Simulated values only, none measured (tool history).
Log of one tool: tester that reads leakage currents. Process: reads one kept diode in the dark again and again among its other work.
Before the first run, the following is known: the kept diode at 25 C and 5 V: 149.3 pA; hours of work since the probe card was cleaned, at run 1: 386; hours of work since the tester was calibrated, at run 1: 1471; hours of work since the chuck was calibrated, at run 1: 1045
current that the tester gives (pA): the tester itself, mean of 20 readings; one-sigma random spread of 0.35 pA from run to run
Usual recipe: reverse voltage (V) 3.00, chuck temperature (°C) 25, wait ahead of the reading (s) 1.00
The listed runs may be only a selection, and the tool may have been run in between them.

run	day	reverse voltage (V)	chuck temperature (°C)	wait ahead of the reading (s)	hours of work since the probe card was cleaned	hours of work since the tester was calibrated	hours of work since the chuck was calibrated	current that the tester gives (pA)
1	0.000	3.00	25	1.00	386	1471	1045	116.64
2	0.667	3.00	25	1.00	394	1478	1052	116.68
3	1.704	3.00	25	1.00	405	1490	1064	117.09
4	2.900	3.00	25	1.00	419	1504	1078	117.45
5	4.146	3.00	25	1.00	433	1518	1092	117.17
6	5.321	3.00	25	1.00	447	1532	1106	116.36
7	6.208	3.00	24	1.00	457	1542	1116	108.09
8	7.308	3.00	24	1.00	470	1554	1129	108.39
9	8.112	3.00	24	1.00	479	1564	1138	108.20
10	9.425	3.00	24	1.00	494	1579	1153	108.25
11	10.346	3.00	24	1.00	505	1589	1163	108.43
12	11.496	3.00	21	1.00	518	1602	1177	85.25
13	12.279	3.00	21	1.00	527	1611	1186	85.08
14	13.512	3.00	21	1.00	541	1626	1200	85.21
15	14.650	3.00	21	1.00	554	1639	1213	85.63
16	15.504	3.00	25	1.00	564	1648	1223	117.50
17	16.192	3.00	25	1.00	572	1656	1230	117.02
18	17.062	3.00	25	1.00	582	1666	1240	116.84
19	18.025	3.00	25	1.00	593	1677	1252	116.93
20	19.083	3.02	25	1.00	605	1689	1264	117.31
21	19.908	2.27	32	1.74	614	1699	1273	172.62
22	20.538	8.81	25	5.95	622	1706	1280	199.49
23	21.471	8.81	37	4.68	632	1717	1291	489.35
24	22.850	3.00	23	8.18	648	1733	1307	98.99
25	23.488	3.00	33	1.89	655	1740	1314	213.79
26	24.104	13.50	39	4.27	662	1747	1321	706.60
27	25.000	13.50	39	4.27	673	1757	1332	704.30
28	25.833	3.02	28	0.56	682	1767	1341	148.23
29	26.621	3.02	28	5.91	691	1776	1350	147.06
30	27.558	1.84	43	0.42	702	1787	1361	345.52
31	28.454	1.25	30	1.00	712	1797	1371	109.87
32	29.700	1.25	30	1.00	727	1811	1385	109.52
33	31.021	7.01	32	1.00	742	1826	1401	307.01
34	32.400	10.30	56	5.73	758	1842	1416	1935.50
35	33.542	10.30	56	5.73	771	1855	1430	1943.51
36	34.625	5.91	28	6.03	783	1868	1442	206.77
37	35.988	5.91	28	6.03	799	1883	1458	205.84
38	37.271	5.91	28	6.03	813	1898	1472	206.84
# day 38.179: chuck's temperature calibrated
39	38.312	2.28	28	9.66	824	1909	1	126.48

Run by run, hidden condition taken away, random variation retained:
What the log doesn't record here: stray current of the dirty probe card, pA a volt; current scale over the true one, %; true chuck temperature over the reading, C; drift of the gauge itself on leakage_pa, %.
run	current that the tester gives (pA)
1	116.51
2	116.55
3	116.96
4	117.32
5	117.04
6	116.23
7	107.96
8	108.27
9	108.07
10	108.12
11	108.30
12	85.14
13	84.97
14	85.10
15	85.51
16	117.35
17	116.87
18	116.69
19	116.78
20	117.16
21	172.41
22	199.21
23	488.75
24	98.85
25	213.52
26	705.71
27	703.41
28	148.03
29	146.86
30	345.10
31	109.72
32	109.38
33	306.58
34	1933.21
35	1941.18
36	206.46
37	205.53
38	206.52
39	126.45

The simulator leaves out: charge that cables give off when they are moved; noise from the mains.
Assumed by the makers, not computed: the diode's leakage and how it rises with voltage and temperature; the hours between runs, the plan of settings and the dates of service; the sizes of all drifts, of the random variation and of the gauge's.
